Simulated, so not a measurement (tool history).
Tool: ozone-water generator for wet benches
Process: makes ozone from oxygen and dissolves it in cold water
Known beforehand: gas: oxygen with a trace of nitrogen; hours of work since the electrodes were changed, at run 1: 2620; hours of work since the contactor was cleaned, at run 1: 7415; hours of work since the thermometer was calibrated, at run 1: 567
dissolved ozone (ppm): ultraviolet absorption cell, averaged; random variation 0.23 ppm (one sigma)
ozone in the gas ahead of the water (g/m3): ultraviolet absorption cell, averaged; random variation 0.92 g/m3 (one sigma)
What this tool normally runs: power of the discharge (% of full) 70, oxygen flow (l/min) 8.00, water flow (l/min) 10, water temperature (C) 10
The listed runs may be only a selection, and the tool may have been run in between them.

run,hour,power of the discharge (% of full),oxygen flow (l/min),water flow (l/min),water temperature (C),hours of work since the electrodes were changed,hours of work since the contactor was cleaned,hours of work since the thermometer was calibrated,dissolved ozone (ppm),ozone in the gas ahead of the water (g/m3)
1,0.0,70,8.00,10,10,2620,7415,567,32.4,146.8
2,68.1,70,8.00,10,11,2685,7480,633,31.0,147.6
3,129.6,94,8.00,10,10,2744,7539,692,39.9,183.0
4,207.2,94,8.00,10,10,2819,7614,767,39.5,182.4
5,279.8,94,8.00,10,10,2888,7684,836,39.7,183.1
6,352.7,94,8.00,7,10,2959,7754,906,47.7,182.2
7,436.8,70,8.00,10,10,3039,7835,987,32.0,146.1
8,543.5,70,8.00,10,10,3142,7937,1090,31.8,146.9
9,600.4,88,8.00,10,10,3197,7992,1144,37.9,173.6
10,708.1,88,8.00,10,10,3300,8095,1248,37.7,171.9
11,812.0,88,8.00,10,10,3400,8195,1348,37.4,171.3
12,932.8,70,8.00,10,10,3516,8311,1464,31.5,145.0
# hour 944.6: contactor cleaned
13,1055.7,70,8.00,10,10,3630,107,1578,30.5,145.8
14,1157.0,70,9.73,10,10,3728,204,1676,30.1,132.6
15,1258.9,70,11.00,10,6,3826,302,1773,32.7,128.5
16,1355.8,70,8.32,10,16,3919,395,1867,26.7,141.9
17,1457.3,70,8.32,10,16,4016,493,1964,26.2,142.9
18,1521.4,46,12.22,9,5,4078,554,2026,25.4,89.5
19,1576.8,46,12.22,9,5,4131,608,2079,25.3,88.8
20,1676.4,70,6.14,11,15,4227,703,2175,26.1,160.0
# hour 1708.2: contactor cleaned, once more
21,1773.2,44,8.00,10,6,4316,63,2264,25.0,102.2
22,1835.1,70,8.00,15,18,4376,122,2323,21.8,144.8
23,1924.7,70,8.00,15,18,4462,208,2410,21.7,141.2
24,2053.1,84,4.81,8,16,4585,331,2533,37.6,199.3
25,2157.2,99,7.79,13,10,4685,432,2633,35.8,186.0
26,2262.9,99,7.79,13,10,4787,533,2735,35.4,184.7

Below, some changes in dissolved ozone (ppm) between adjacent runs. For each, the amount present without the hidden state too (settings, incoming material, random variation) and the amount remaining for the hidden state with gauge scatter not shared by both compared results:
Unlogged tool condition in this case: yield of the discharge, % of new electrodes'; contactor's efficiency, % of a clean one's; true water temperature over the reading, C; drift of the gauge itself on ozone_ppm, %; drift of the gauge itself on gas_g_m3, %.
Run 6 -> 7: power of the discharge (% of full) 94 -> 70, water flow (l/min) 7 -> 10. dissolved ozone (ppm) -15.7: hidden state +1.6, all else -17.3.
Run 20 -> 21: power of the discharge (% of full) 70 -> 44, oxygen flow (l/min) 6.14 -> 8.00, water flow (l/min) 11 -> 10, water temperature (C) 15 -> 6, contactor cleaned, once more. dissolved ozone (ppm) -1.1: hidden state +3.0, all else -4.1.
Run 23 -> 24: power of the discharge (% of full) 70 -> 84, oxygen flow (l/min) 8.00 -> 4.81, water flow (l/min) 15 -> 8, water temperature (C) 18 -> 16. dissolved ozone (ppm) +15.9: hidden state -1.8, all else +17.7.
